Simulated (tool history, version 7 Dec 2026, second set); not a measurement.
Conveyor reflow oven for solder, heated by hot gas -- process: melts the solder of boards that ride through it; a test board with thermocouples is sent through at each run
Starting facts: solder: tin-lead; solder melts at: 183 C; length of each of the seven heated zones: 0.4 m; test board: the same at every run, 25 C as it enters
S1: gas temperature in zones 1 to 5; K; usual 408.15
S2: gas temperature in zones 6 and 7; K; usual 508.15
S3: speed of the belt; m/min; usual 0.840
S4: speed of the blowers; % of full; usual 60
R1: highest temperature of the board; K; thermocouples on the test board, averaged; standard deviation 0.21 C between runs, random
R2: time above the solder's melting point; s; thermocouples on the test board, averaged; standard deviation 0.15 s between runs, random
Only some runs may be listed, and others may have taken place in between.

run 1 day=0.000 | S1=408.15 S2=508.15 S3=0.840 S4=60 | R1=490.85 R2=42.4
run 2 day=0.308 | S1=408.15 S2=508.15 S3=0.840 S4=60 | R1=490.85 R2=42.1
run 3 day=0.800 | S1=408.15 S2=508.15 S3=0.840 S4=60 | R1=490.75 R2=42.5
run 4 day=1.238 | S1=408.15 S2=508.15 S3=0.840 S4=60 | R1=491.25 R2=42.4
run 5 day=1.742 | S1=408.15 S2=508.15 S3=0.840 S4=60 | R1=490.75 R2=42.3
run 6 day=2.121 | S1=408.15 S2=508.15 S3=0.840 S4=87 | R1=495.75 R2=45.4
run 7 day=2.512 | S1=408.15 S2=508.15 S3=0.840 S4=87 | R1=495.55 R2=45.7
run 8 day=3.000 | S1=408.15 S2=508.15 S3=0.840 S4=87 | R1=495.45 R2=45.3
run 9 day=3.475 | S1=408.15 S2=500.15 S3=0.840 S4=60 | R1=483.95 R2=37.8
run 10 day=3.862 | S1=408.15 S2=500.15 S3=0.840 S4=60 | R1=484.05 R2=38.0
run 11 day=4.096 | S1=408.15 S2=500.15 S3=0.840 S4=60 | R1=483.45 R2=37.9
run 12 day=4.454 | S1=414.15 S2=500.15 S3=0.840 S4=60 | R1=484.55 R2=40.3
run 13 day=4.804 | S1=408.15 S2=519.15 S3=0.840 S4=60 | R1=499.85 R2=47.0
run 14 day=5.183 | S1=408.15 S2=519.15 S3=0.840 S4=60 | R1=500.35 R2=46.9
run 15 day=5.479 | S1=408.15 S2=508.15 S3=0.840 S4=57 | R1=489.85 R2=41.4
run 16 day=5.992 | S1=408.15 S2=499.15 S3=0.840 S4=60 | R1=482.55 R2=37.0
run 17 day=6.421 | S1=408.15 S2=499.15 S3=0.840 S4=60 | R1=482.65 R2=37.1
run 18 day=6.892 | S1=408.15 S2=499.15 S3=0.873 S4=60 | R1=481.55 R2=34.6
run 19 day=7.171 | S1=408.15 S2=499.15 S3=0.873 S4=60 | R1=481.35 R2=34.4
run 20 day=7.488 | S1=395.15 S2=497.15 S3=0.833 S4=83 | R1=483.15 R2=35.8
run 21 day=8.029 | S1=395.15 S2=515.15 S3=0.833 S4=58 | R1=493.75 R2=41.4
run 22 day=8.346 | S1=395.15 S2=515.15 S3=0.833 S4=57 | R1=493.55 R2=41.0
run 23 day=8.721 | S1=410.15 S2=520.15 S3=0.986 S4=67 | R1=496.65 R2=38.7
run 24 day=9.196 | S1=422.15 S2=502.15 S3=0.714 S4=72 | R1=492.95 R2=57.0
run 25 day=9.542 | S1=417.15 S2=508.15 S3=0.723 S4=86 | R1=499.35 R2=57.8
run 26 day=9.796 | S1=417.15 S2=508.15 S3=0.723 S4=86 | R1=499.45 R2=58.0
run 27 day=10.112 | S1=417.15 S2=508.15 S3=0.691 S4=86 | R1=500.55 R2=61.1
run 28 day=10.467 | S1=417.15 S2=508.15 S3=0.691 S4=86 | R1=500.35 R2=61.1
run 29 day=10.950 | S1=417.15 S2=508.15 S3=0.691 S4=86 | R1=499.75 R2=61.2
run 30 day=11.362 | S1=417.15 S2=508.15 S3=0.691 S4=86 | R1=500.05 R2=61.3
run 31 day=11.729 | S1=417.15 S2=508.15 S3=0.691 S4=86 | R1=499.75 R2=61.2

Predict each of these 3 candidate next runs independently; none follows another, all start after run 31:
run A day=12.196 | S1=408.15 S2=515.15 S3=0.808 S4=50 | R1=? R2=?
run B day=12.196 | S1=394.15 S2=508.15 S3=0.691 S4=83 | R1=? R2=?
run C day=12.196 | S1=404.15 S2=523.15 S3=0.840 S4=72 | R1=? R2=?

run=A R1=495.05 R2=46.0
run=B R1=497.65 R2=54.1
run=C R1=505.05 R2=48.5
Had the tool no hidden state, the same runs would have come out as:
run=A R1=496.25 R2=46.7
run=B R1=498.95 R2=54.8
run=C R1=506.55 R2=49.0

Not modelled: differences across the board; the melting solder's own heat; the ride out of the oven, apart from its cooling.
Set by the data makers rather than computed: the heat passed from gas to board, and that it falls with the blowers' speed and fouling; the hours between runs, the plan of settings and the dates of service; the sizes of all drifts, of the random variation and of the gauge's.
